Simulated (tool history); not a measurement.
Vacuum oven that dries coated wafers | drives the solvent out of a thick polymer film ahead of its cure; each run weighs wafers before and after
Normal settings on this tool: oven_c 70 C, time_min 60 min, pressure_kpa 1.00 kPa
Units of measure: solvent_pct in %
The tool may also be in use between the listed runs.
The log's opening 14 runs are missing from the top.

{"run": 15, "hour": 620.8, "oven_c": 70, "time_min": 60, "pressure_kpa": 1.0, "solvent_pct": 2.74}
{"hour": 653.2, "done": "oven's thermocouples calibrated"}
{"run": 16, "hour": 674.6, "oven_c": 70, "time_min": 60, "pressure_kpa": 1.0, "solvent_pct": 2.83}
{"run": 17, "hour": 707.4, "oven_c": 70, "time_min": 60, "pressure_kpa": 1.0, "solvent_pct": 2.81}
{"run": 18, "hour": 733.8, "oven_c": 55, "time_min": 60, "pressure_kpa": 1.0, "solvent_pct": 8.81}
{"run": 19, "hour": 785.3, "oven_c": 55, "time_min": 60, "pressure_kpa": 1.0, "solvent_pct": 8.78}
{"run": 20, "hour": 837.3, "oven_c": 55, "time_min": 60, "pressure_kpa": 1.0, "solvent_pct": 8.74}
{"run": 21, "hour": 887.2, "oven_c": 75, "time_min": 60, "pressure_kpa": 0.75, "solvent_pct": 1.44}
{"run": 22, "hour": 941.5, "oven_c": 75, "time_min": 105, "pressure_kpa": 1.09, "solvent_pct": 0.72}
{"run": 23, "hour": 1000.2, "oven_c": 75, "time_min": 105, "pressure_kpa": 1.09, "solvent_pct": 0.72}
{"run": 24, "hour": 1058.7, "oven_c": 59, "time_min": 85, "pressure_kpa": 3.45, "solvent_pct": 6.97}
{"run": 25, "hour": 1117.2, "oven_c": 59, "time_min": 78, "pressure_kpa": 0.89, "solvent_pct": 5.21}
{"run": 26, "hour": 1168.8, "oven_c": 59, "time_min": 52, "pressure_kpa": 0.89, "solvent_pct": 7.79}
{"run": 27, "hour": 1194.7, "oven_c": 70, "time_min": 97, "pressure_kpa": 3.95, "solvent_pct": 3.18}
{"run": 28, "hour": 1233.0, "oven_c": 60, "time_min": 35, "pressure_kpa": 0.57, "solvent_pct": 9.75}
{"run": 29, "hour": 1287.2, "oven_c": 70, "time_min": 62, "pressure_kpa": 1.0, "solvent_pct": 2.68}
{"run": 30, "hour": 1349.6, "oven_c": 56, "time_min": 62, "pressure_kpa": 1.0, "solvent_pct": 8.1}
{"run": 31, "hour": 1409.9, "oven_c": 65, "time_min": 95, "pressure_kpa": 0.71, "solvent_pct": 2.03}
{"run": 32, "hour": 1446.7, "oven_c": 65, "time_min": 75, "pressure_kpa": 0.53, "solvent_pct": 2.91}
{"run": 33, "hour": 1507.6, "oven_c": 61, "time_min": 93, "pressure_kpa": 1.0, "solvent_pct": 3.55}
{"run": 34, "hour": 1533.9, "oven_c": 61, "time_min": 93, "pressure_kpa": 1.0, "solvent_pct": 3.57}
{"run": 35, "hour": 1560.7, "oven_c": 61, "time_min": 93, "pressure_kpa": 1.0, "solvent_pct": 3.52}
{"run": 36, "hour": 1621.2, "oven_c": 62, "time_min": 36, "pressure_kpa": 1.34, "solvent_pct": 9.27}

Here are 3 independent what-if runs from the current tool condition. What would each one return?
{"run": "A", "hour": 1681.7, "oven_c": 82, "time_min": 74, "pressure_kpa": 1.02, "solvent_pct": "?"}
{"run": "B", "hour": 1681.7, "oven_c": 59, "time_min": 60, "pressure_kpa": 3.03, "solvent_pct": "?"}
{"run": "C", "hour": 1681.7, "oven_c": 63, "time_min": 32, "pressure_kpa": 0.8, "solvent_pct": "?"}

run=A solvent_pct=0.53
run=B solvent_pct=8.68
run=C solvent_pct=9.30
The same runs, with their run-to-run variation unchanged, on a tool lacking any hidden condition would have given:
run=A solvent_pct=0.53
run=B solvent_pct=8.68
run=C solvent_pct=9.31
